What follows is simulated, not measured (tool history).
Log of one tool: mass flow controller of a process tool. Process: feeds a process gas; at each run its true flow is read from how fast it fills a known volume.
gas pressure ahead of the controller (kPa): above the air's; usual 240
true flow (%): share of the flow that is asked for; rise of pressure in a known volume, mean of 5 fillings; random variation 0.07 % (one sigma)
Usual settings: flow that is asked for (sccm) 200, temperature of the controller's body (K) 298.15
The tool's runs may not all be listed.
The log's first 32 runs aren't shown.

| run | hour | flow that is asked for (sccm) | gas pressure ahead of the controller (kPa) | temperature of the controller's body (K) | true flow (%) |
|---|---|---|---|---|---|
| 33 | 6470.2 | 292 | 213 | 303.15 | 99.03 |
| 34 | 6704.2 | 53 | 213 | 312.15 | 97.95 |
| 35 | 6898.7 | 124 | 248 | 312.15 | 98.35 |
| 36 | 7054.6 | 124 | 248 | 312.15 | 98.53 |
| 37 | 7304.9 | 121 | 229 | 304.15 | 98.09 |
| 38 | 7535.3 | 78 | 240 | 295.15 | 97.39 |
| 39 | 7710.3 | 78 | 242 | 310.15 | 98.11 |
| 40 | 7890.4 | 223 | 190 | 310.15 | 98.92 |
| 41 | 8102.0 | 167 | 175 | 311.15 | 98.79 |
| 42 | 8364.4 | 167 | 175 | 311.15 | 98.77 |
|  | 8584.1 | controller's zero set anew |
| 43 | 8619.2 | 167 | 191 | 311.15 | 98.77 |
| 44 | 8862.7 | 56 | 158 | 295.15 | 97.42 |
| 45 | 9120.1 | 458 | 240 | 311.15 | 100.41 |
| 46 | 9356.2 | 458 | 240 | 311.15 | 100.44 |
| 47 | 9484.4 | 160 | 278 | 296.15 | 97.75 |

4 ways to go on from here, each from the tool as it stands after run 47. What would each give?
| A | 9735.4 | 200 | 208 | 310.15 | ? |
| B | 9735.4 | 82 | 155 | 311.15 | ? |
| C | 9735.4 | 105 | 168 | 300.15 | ? |
| D | 9735.4 | 200 | 240 | 293.15 | ? |

| run | true flow (%) |
|---|---|
| A | 98.81 |
| B | 98.32 |
| C | 97.96 |
| D | 98.08 |
Without the tool's hidden state the same runs would have given:
| run | true flow (%) |
|---|---|
| A | 98.80 |
| B | 98.31 |
| C | 97.95 |
| D | 98.07 |

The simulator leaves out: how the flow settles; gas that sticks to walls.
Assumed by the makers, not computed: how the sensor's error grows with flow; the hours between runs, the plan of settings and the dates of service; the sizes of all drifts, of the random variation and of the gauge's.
